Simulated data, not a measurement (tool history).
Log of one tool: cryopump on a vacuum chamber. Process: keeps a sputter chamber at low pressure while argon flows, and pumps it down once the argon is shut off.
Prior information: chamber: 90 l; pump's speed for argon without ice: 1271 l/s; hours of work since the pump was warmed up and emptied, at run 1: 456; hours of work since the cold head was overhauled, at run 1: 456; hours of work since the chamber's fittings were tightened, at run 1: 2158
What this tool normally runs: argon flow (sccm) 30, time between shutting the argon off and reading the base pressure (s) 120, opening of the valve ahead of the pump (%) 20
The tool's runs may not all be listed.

run,hour,argon flow (sccm),time between shutting the argon off and reading the base pressure (s),opening of the valve ahead of the pump (%),hours of work since the pump was warmed up and emptied,hours of work since the cold head was overhauled,hours of work since the chamber's fittings were tightened,pressure while argon flows (Pa),pressure after the wait (uPa)
1,0.0,30,120,20,456,456,2158,0.2083,3.96
2,18.7,30,120,20,465,465,2168,0.2074,4.09
3,40.8,30,120,20,477,477,2180,0.2071,4.09
4,61.6,30,120,20,488,488,2190,0.2071,4.10
5,84.5,30,120,20,499,499,2202,0.2087,4.01
6,115.3,30,120,16,515,515,2218,0.2586,4.22
# hour 147.9: leaking fittings of the chamber tightened, without venting
7,147.9,15,120,20,531,531,0,0.1037,1.00
8,186.9,30,157,20,552,552,20,0.2090,0.84
9,207.8,30,157,20,562,562,31,0.2092,0.85
10,229.3,30,157,20,574,574,42,0.2095,0.88
11,265.9,30,120,39,593,593,61,0.1121,1.08
12,288.2,30,120,39,604,604,73,0.1138,1.08
13,312.6,30,120,39,617,617,86,0.1151,1.13
14,333.3,30,120,17,628,628,96,0.2452,1.16
# hour 351.3: pump warmed up, emptied and cooled again
15,358.5,30,120,20,4,638,107,0.1998,1.01
16,378.5,30,120,20,14,649,117,0.1985,1.06
17,414.8,30,120,20,33,667,136,0.2005,1.14
18,454.4,30,120,20,54,688,157,0.2014,1.14
19,485.5,30,120,20,70,704,173,0.2019,1.13
20,507.1,30,120,20,81,715,184,0.2014,1.15
21,536.0,30,28,27,96,730,199,0.1493,3.26
22,557.1,53,116,17,107,741,210,0.4163,1.21
23,573.8,53,116,17,116,750,219,0.4171,1.22
24,597.2,30,120,15,128,762,231,0.2694,1.23
25,615.5,17,120,22,137,772,240,0.1040,1.24
26,645.8,17,120,22,153,788,256,0.1041,1.20

Run 27 comes next. What will it give?
27,678.9,17,120,22,170,805,273,?,?

{"run 27": {"pressure while argon flows (Pa)": 0.1035, "pressure after the wait (uPa)": 1.31}}
On a tool with no hidden condition, and with the same random variation, this run would have come out at pressure while argon flows (Pa) 0.1019, pressure after the wait (uPa) 0.93.
